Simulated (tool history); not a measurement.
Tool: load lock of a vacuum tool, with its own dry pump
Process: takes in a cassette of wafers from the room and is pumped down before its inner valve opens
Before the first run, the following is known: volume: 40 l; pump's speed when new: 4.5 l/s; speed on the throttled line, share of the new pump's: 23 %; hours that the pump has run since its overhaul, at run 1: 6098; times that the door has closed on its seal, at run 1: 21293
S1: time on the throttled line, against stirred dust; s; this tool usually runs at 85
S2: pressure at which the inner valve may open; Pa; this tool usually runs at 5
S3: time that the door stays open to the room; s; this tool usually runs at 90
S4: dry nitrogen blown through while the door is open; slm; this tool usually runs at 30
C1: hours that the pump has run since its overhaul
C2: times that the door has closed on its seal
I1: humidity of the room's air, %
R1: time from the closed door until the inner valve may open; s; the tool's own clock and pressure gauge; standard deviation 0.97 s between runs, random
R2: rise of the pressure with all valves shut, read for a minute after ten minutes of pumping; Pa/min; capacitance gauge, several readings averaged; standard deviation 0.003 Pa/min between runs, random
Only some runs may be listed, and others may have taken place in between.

run 1 hour=0.0 | S1=85 S2=5 S3=90 S4=30 | C1=6098 C2=21293 | I1=42.2 | R1=171.0 R2=0.123
run 2 hour=150.0 | S1=85 S2=5 S3=90 S4=30 | C1=6248 C2=21817 | I1=42.7 | R1=170.2 R2=0.122
run 3 hour=320.4 | S1=85 S2=5 S3=90 S4=30 | C1=6419 C2=22412 | I1=44.4 | R1=171.0 R2=0.129
run 4 hour=588.8 | S1=85 S2=5 S3=90 S4=30 | C1=6687 C2=23349 | I1=45.6 | R1=172.0 R2=0.129
run 5 hour=786.1 | S1=85 S2=5 S3=109 S4=30 | C1=6884 C2=24038 | I1=44.8 | R1=173.1 R2=0.146
run 6 hour=1085.1 | S1=85 S2=5 S3=109 S4=30 | C1=7183 C2=25082 | I1=44.2 | R1=172.3 R2=0.149
run 7 hour=1251.9 | S1=85 S2=9 S3=90 S4=30 | C1=7350 C2=25664 | I1=43.8 | R1=167.1 R2=0.145
run 8 hour=1510.1 | S1=85 S2=9 S3=90 S4=30 | C1=7608 C2=26566 | I1=42.0 | R1=168.3 R2=0.150
run 9 hour=1639.3 | S1=85 S2=9 S3=90 S4=30 | C1=7738 C2=27017 | I1=45.6 | R1=167.1 R2=0.165
run 10 hour=1820.6 | S1=78 S2=5 S3=90 S4=30 | C1=7919 C2=27650 | I1=47.2 | R1=170.2 R2=0.166
run 11 hour=1986.3 | S1=102 S2=8 S3=239 S4=25 | C1=8085 C2=28229 | I1=46.3 | R1=181.2 R2=0.205
run 12 hour=2136.5 | S1=102 S2=8 S3=239 S4=25 | C1=8235 C2=28753 | I1=45.0 | R1=180.8 R2=0.210
run 13 hour=2304.9 | S1=85 S2=9 S3=90 S4=6 | C1=8403 C2=29341 | I1=43.5 | R1=169.6 R2=0.205
run 14 hour=2481.7 | S1=44 S2=9 S3=90 S4=6 | C1=8580 C2=29958 | I1=44.4 | R1=141.4 R2=0.213
run 15 hour=2741.8 | S1=57 S2=4 S3=132 S4=9 | C1=8840 C2=30867 | I1=47.3 | R1=161.1 R2=0.235
run 16 hour=3035.0 | S1=156 S2=5 S3=90 S4=28 | C1=9133 C2=31890 | I1=43.7 | R1=228.5 R2=0.207
run 17 hour=3199.2 | S1=156 S2=5 S3=191 S4=28 | C1=9297 C2=32464 | I1=41.1 | R1=227.3 R2=0.219
run 18 hour=3423.4 | S1=156 S2=5 S3=191 S4=28 | C1=9522 C2=33247 | I1=45.2 | R1=230.8 R2=0.231
run 19 hour=3686.3 | S1=156 S2=5 S3=191 S4=28 | C1=9784 C2=34164 | I1=47.2 | R1=229.5 R2=0.240
run 20 hour=3988.0 | S1=156 S2=7 S3=55 S4=13 | C1=10086 C2=35218 | I1=44.3 | R1=226.5 R2=0.222

Consider 5 possible next runs. They are alternatives, not a sequence: every one starts from the tool as it was left by run 20. What does each give?
-- hour=4151.1 dry pump taken out, an overhauled one fitted
run A hour=4205.9 | S1=156 S2=9 S3=55 S4=13 | C1=55 C2=35958 | I1=45.8 | R1=? R2=?
-- hour=4151.1 dry pump taken out, an overhauled one fitted
run B hour=4205.9 | S1=156 S2=5 S3=55 S4=13 | C1=55 C2=35958 | I1=43.5 | R1=? R2=?
-- hour=4151.1 dry pump taken out, an overhauled one fitted
run C hour=4205.9 | S1=78 S2=7 S3=55 S4=13 | C1=55 C2=35958 | I1=45.7 | R1=? R2=?
-- hour=4151.1 dry pump taken out, an overhauled one fitted
run D hour=4205.9 | S1=165 S2=10 S3=90 S4=6 | C1=55 C2=35958 | I1=46.4 | R1=? R2=?
-- hour=4151.1 dry pump taken out, an overhauled one fitted
run E hour=4205.9 | S1=83 S2=7 S3=141 S4=5 | C1=55 C2=35958 | I1=46.8 | R1=? R2=?

run=A R1=201.4 R2=0.229
run=B R1=206.9 R2=0.229
run=C R1=143.7 R2=0.224
run=D R1=207.8 R2=0.259
run=E R1=150.8 R2=0.298
With no hidden state in the tool, these same runs would have given:
run=A R1=201.8 R2=0.042
run=B R1=207.3 R2=0.045
run=C R1=144.2 R2=0.042
run=D R1=208.2 R2=0.075
run=E R1=151.4 R2=0.111

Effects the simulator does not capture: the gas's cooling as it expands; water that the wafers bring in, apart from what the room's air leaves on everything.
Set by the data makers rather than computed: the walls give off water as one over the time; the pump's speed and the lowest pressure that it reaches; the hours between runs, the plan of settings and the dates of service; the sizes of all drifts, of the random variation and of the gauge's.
